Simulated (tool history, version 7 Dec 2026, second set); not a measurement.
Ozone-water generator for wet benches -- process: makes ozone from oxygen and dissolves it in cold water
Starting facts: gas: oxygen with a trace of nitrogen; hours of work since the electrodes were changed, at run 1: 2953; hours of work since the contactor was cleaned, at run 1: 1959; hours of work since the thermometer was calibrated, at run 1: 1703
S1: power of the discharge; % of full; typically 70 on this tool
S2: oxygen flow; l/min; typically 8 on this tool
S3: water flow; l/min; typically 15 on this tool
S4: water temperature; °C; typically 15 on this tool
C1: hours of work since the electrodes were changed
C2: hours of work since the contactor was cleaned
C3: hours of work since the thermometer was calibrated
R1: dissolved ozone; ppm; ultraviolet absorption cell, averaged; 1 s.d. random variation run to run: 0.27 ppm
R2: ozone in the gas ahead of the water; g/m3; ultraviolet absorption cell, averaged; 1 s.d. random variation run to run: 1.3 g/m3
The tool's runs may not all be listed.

{"run": 1, "day": 0.0, "S1": 70, "S2": 8, "S3": 15, "S4": 15, "C1": 2953, "C2": 1959, "C3": 1703, "R1": 37.4, "R2": 207.7}
{"run": 2, "day": 2.162, "S1": 70, "S2": 8, "S3": 15, "S4": 15, "C1": 3003, "C2": 2009, "C3": 1753, "R1": 37.1, "R2": 205.3}
{"run": 3, "day": 6.175, "S1": 70, "S2": 8, "S3": 15, "S4": 15, "C1": 3094, "C2": 2100, "C3": 1844, "R1": 36.8, "R2": 204.2}
{"run": 4, "day": 10.062, "S1": 70, "S2": 8, "S3": 15, "S4": 15, "C1": 3183, "C2": 2189, "C3": 1933, "R1": 36.6, "R2": 201.3}
{"run": 5, "day": 12.242, "S1": 70, "S2": 8, "S3": 15, "S4": 15, "C1": 3233, "C2": 2239, "C3": 1983, "R1": 36.5, "R2": 203.6}
{"run": 6, "day": 15.129, "S1": 70, "S2": 8, "S3": 15, "S4": 15, "C1": 3299, "C2": 2305, "C3": 2049, "R1": 36.6, "R2": 203.8}
{"run": 7, "day": 17.812, "S1": 70, "S2": 8, "S3": 15, "S4": 15, "C1": 3360, "C2": 2366, "C3": 2110, "R1": 36.6, "R2": 203.4}
{"run": 8, "day": 20.821, "S1": 70, "S2": 8, "S3": 15, "S4": 15, "C1": 3429, "C2": 2435, "C3": 2179, "R1": 35.9, "R2": 199}
{"run": 9, "day": 22.908, "S1": 70, "S2": 8, "S3": 15, "S4": 15, "C1": 3477, "C2": 2482, "C3": 2226, "R1": 36, "R2": 200.6}
{"run": 10, "day": 25.567, "S1": 70, "S2": 8, "S3": 15, "S4": 15, "C1": 3537, "C2": 2543, "C3": 2287, "R1": 36, "R2": 200.6}
{"run": 11, "day": 28.979, "S1": 70, "S2": 8, "S3": 15, "S4": 15, "C1": 3615, "C2": 2621, "C3": 2365, "R1": 36, "R2": 198.1}
{"run": 12, "day": 32.725, "S1": 70, "S2": 8, "S3": 15, "S4": 15, "C1": 3701, "C2": 2707, "C3": 2450, "R1": 35.4, "R2": 197.9}
{"day": 32.908, "done": "water thermometer calibrated"}
{"run": 13, "day": 35.5, "S1": 70, "S2": 8, "S3": 15, "S4": 15, "C1": 3764, "C2": 2769, "C3": 59, "R1": 35.2, "R2": 198.9}
{"day": 38.625, "done": "water thermometer calibrated, once more"}
{"run": 14, "day": 39.55, "S1": 70, "S2": 8, "S3": 15, "S4": 15, "C1": 3856, "C2": 2861, "C3": 21, "R1": 35.5, "R2": 199.3}
{"run": 15, "day": 43.492, "S1": 70, "S2": 8, "S3": 15, "S4": 15, "C1": 3945, "C2": 2951, "C3": 111, "R1": 35.7, "R2": 198.9}
{"run": 16, "day": 45.438, "S1": 70, "S2": 4.43, "S3": 14, "S4": 15, "C1": 3990, "C2": 2996, "C3": 155, "R1": 35.7, "R2": 248}
{"run": 17, "day": 47.817, "S1": 70, "S2": 5.39, "S3": 14, "S4": 15, "C1": 4044, "C2": 3050, "C3": 210, "R1": 36.2, "R2": 228.8}
{"run": 18, "day": 51.192, "S1": 41, "S2": 7.73, "S3": 14, "S4": 15, "C1": 4121, "C2": 3127, "C3": 287, "R1": 25.1, "R2": 136.3}
{"run": 19, "day": 52.892, "S1": 41, "S2": 10.97, "S3": 14, "S4": 15, "C1": 4160, "C2": 3166, "C3": 326, "R1": 24.6, "R2": 116.9}
{"run": 20, "day": 55.317, "S1": 41, "S2": 10.97, "S3": 14, "S4": 15, "C1": 4216, "C2": 3221, "C3": 381, "R1": 24.3, "R2": 117.2}
{"run": 21, "day": 58.596, "S1": 41, "S2": 13.82, "S3": 14, "S4": 21, "C1": 4290, "C2": 3296, "C3": 456, "R1": 20.9, "R2": 106.2}
{"run": 22, "day": 62.329, "S1": 41, "S2": 13.82, "S3": 14, "S4": 21, "C1": 4376, "C2": 3382, "C3": 541, "R1": 20.7, "R2": 106.3}
{"run": 23, "day": 65.746, "S1": 47, "S2": 9.98, "S3": 13, "S4": 20, "C1": 4454, "C2": 3459, "C3": 619, "R1": 24.9, "R2": 133.4}
{"run": 24, "day": 69.358, "S1": 47, "S2": 9.98, "S3": 13, "S4": 20, "C1": 4536, "C2": 3542, "C3": 702, "R1": 24.7, "R2": 132.5}
{"run": 25, "day": 71.058, "S1": 47, "S2": 9.98, "S3": 13, "S4": 20, "C1": 4575, "C2": 3581, "C3": 741, "R1": 24.9, "R2": 131.3}
{"run": 26, "day": 74.804, "S1": 47, "S2": 7.15, "S3": 20, "S4": 10, "C1": 4660, "C2": 3666, "C3": 826, "R1": 23, "R2": 151.1}

What does the tool deliver on the next run?
{"run": 27, "day": 77.275, "S1": 47, "S2": 7.15, "S3": 10, "S4": 11, "C1": 4717, "C2": 3723, "C3": 882, "R1": "?", "R2": "?"}

Logged for run 27: R1 34.7 ppm, R2 151.1 g/m3.
Take away the tool's hidden state, keep the run-to-run variation as it was, and the same run would have given R1 40.6 ppm, R2 174.2 g/m3.

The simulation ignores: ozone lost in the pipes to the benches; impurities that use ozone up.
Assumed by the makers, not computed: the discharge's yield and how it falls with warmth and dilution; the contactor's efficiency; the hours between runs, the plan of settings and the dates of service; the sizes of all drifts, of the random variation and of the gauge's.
